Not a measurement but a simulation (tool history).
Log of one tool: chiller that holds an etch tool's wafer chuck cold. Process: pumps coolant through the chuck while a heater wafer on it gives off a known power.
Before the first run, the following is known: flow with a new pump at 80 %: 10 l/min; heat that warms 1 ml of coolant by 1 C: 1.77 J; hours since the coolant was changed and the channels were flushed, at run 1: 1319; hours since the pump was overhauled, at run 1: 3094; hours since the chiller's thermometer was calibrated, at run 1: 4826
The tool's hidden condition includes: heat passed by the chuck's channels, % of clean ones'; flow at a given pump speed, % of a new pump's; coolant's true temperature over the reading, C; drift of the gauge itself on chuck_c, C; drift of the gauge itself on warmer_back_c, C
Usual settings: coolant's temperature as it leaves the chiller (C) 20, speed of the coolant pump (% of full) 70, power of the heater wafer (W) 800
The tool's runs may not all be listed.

run,day,coolant's temperature as it leaves the chiller (C),speed of the coolant pump (% of full),power of the heater wafer (W),hours since the coolant was changed and the channels were flushed,hours since the pump was overhauled,hours since the chiller's thermometer was calibrated,chuck's temperature once it has settled (K),how much warmer the coolant comes back (C)
1,0.000,20,70,800,1319,3094,4826,300.35,3.44
2,3.554,20,70,800,1405,3179,4912,300.35,3.44
3,8.662,20,82,800,1527,3301,5034,299.45,2.92
4,11.292,26,82,800,1590,3364,5097,305.65,3.00
5,16.092,26,82,800,1706,3480,5213,305.35,3.00
6,21.138,26,82,800,1827,3601,5334,305.55,2.99
7,23.612,20,70,663,1886,3660,5393,299.05,2.91
8,29.408,20,70,770,2025,3799,5532,300.55,3.40
# day 31.300: chiller's thermometer calibrated
9,32.892,10,70,770,2108,3882,38,290.85,3.39
10,37.492,10,70,770,2218,3992,149,290.85,3.42
11,42.471,10,70,770,2338,4112,268,291.05,3.47
12,47.042,10,70,770,2447,4221,378,291.05,3.49
13,49.704,10,70,770,2511,4285,442,291.05,3.53
14,54.071,10,70,770,2616,4390,547,291.05,3.54
15,57.654,10,70,770,2702,4476,633,291.15,3.50
16,61.267,10,70,770,2789,4563,719,291.15,3.52
17,67.200,20,70,443,2931,4705,862,297.75,2.00
18,70.862,20,70,443,3019,4793,949,297.85,2.08
19,74.429,20,70,443,3105,4879,1035,297.85,2.04
20,77.271,15,86,410,3173,4947,1103,291.85,1.49
21,79.921,15,70,800,3236,5011,1167,296.75,3.69
22,83.917,15,70,800,3332,5106,1263,296.75,3.78
23,87.933,17,64,1115,3429,5203,1359,303.25,5.74
24,93.875,25,62,811,3571,5345,1502,307.95,4.31
25,98.033,25,62,811,3671,5445,1602,307.95,4.27
26,100.442,25,62,811,3729,5503,1659,308.05,4.34
27,103.950,24,67,811,3813,5587,1744,306.65,4.00
28,107.904,24,67,811,3908,5682,1839,306.75,4.07
29,112.196,26,70,597,4011,5785,1942,305.95,2.83
30,116.471,20,100,720,4114,5888,2044,299.05,2.45
31,120.088,13,88,963,4200,5975,2131,295.15,3.67

Below, each run's measurement less what the same run would have read without the hidden state. Both values contain the same run-to-run variation, but the gauge's scatter may not be the same in both:
run,chuck's temperature once it has settled (K),how much warmer the coolant comes back (C)
1,+0.50,+0.36
2,+0.60,+0.37
3,+0.50,+0.33
4,+0.50,+0.34
5,+0.50,+0.36
6,+0.50,+0.36
7,+0.50,+0.36
8,+0.80,+0.44
9,+1.30,+0.45
10,+1.30,+0.46
11,+1.40,+0.47
12,+1.50,+0.49
13,+1.40,+0.50
14,+1.50,+0.52
15,+1.60,+0.53
16,+1.60,+0.54
17,+0.90,+0.32
18,+0.90,+0.32
19,+0.90,+0.34
20,+0.70,+0.26
21,+1.90,+0.62
22,+1.90,+0.63
23,+3.10,+0.98
24,+2.30,+0.76
25,+2.30,+0.78
26,+2.40,+0.80
27,+2.30,+0.74
28,+2.30,+0.76
29,+1.60,+0.55
30,+1.40,+0.47
31,+2.40,+0.73
